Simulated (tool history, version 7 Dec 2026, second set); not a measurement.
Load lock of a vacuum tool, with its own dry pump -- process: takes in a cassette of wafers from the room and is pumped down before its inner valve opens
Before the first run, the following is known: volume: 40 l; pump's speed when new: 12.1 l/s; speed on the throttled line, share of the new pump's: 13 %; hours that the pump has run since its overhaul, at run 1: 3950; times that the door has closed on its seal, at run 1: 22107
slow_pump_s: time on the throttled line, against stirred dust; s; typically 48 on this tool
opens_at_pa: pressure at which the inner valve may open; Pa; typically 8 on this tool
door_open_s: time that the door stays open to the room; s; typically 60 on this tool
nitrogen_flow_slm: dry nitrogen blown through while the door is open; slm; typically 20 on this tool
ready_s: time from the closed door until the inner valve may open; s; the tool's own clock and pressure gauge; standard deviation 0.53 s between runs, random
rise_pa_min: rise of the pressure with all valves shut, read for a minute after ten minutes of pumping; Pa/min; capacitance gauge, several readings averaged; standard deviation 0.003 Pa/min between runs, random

run,hour,slow_pump_s,opens_at_pa,door_open_s,nitrogen_flow_slm,hours that the pump has run since its overhaul,times that the door has closed on its seal,"incoming humidity of the room's air, %",ready_s,rise_pa_min
1,0.0,48,8,60,20,3950,22107,40.0,74.3,0.090
2,502.1,48,8,60,20,4452,24454,47.1,74.4,0.115
3,775.9,48,8,60,20,4726,25733,44.6,74.2,0.107
4,1294.3,48,8,60,20,5244,28156,43.6,75.0,0.122
5,1864.9,48,8,60,20,5815,30823,44.8,73.9,0.136
6,2379.8,48,8,60,20,6330,33229,43.7,75.1,0.145
7,2657.4,48,8,60,20,6608,34526,46.6,75.1,0.157
8,3296.4,48,8,60,20,7247,37512,49.7,75.2,0.175
9,3809.8,48,8,60,20,7760,39912,46.2,75.7,0.190
10,4107.0,48,8,60,20,8057,41301,49.6,75.0,0.200
11,4420.9,48,8,56,20,8371,42767,45.2,75.3,0.201
12,4775.0,48,8,56,20,8725,44422,47.5,74.9,0.216
13,5275.1,48,8,56,20,9225,46760,45.5,75.0,0.230
14,5539.4,48,9,60,20,9490,47995,43.6,75.1,0.221
15,5916.5,48,6,60,20,9867,49757,44.7,77.0,0.244
16,6377.1,48,6,60,20,10327,51909,47.7,76.2,0.264
17,6971.4,48,6,60,20,10922,54687,44.3,77.1,0.292
18,7259.3,71,8,60,20,11210,56032,44.1,95.3,0.292
19,7633.8,48,8,60,4,11584,57782,45.8,76.9,0.325

Expected results for the next run?
20,8112.9,48,8,60,4,12063,60021,41.6,?,?

Run 20 produced ready_s 76.4 s, rise_pa_min 0.335 Pa/min.
If the tool had no hidden condition, the same run with the same run-to-run variation would have returned ready_s 73.4 s, rise_pa_min 0.043 Pa/min.
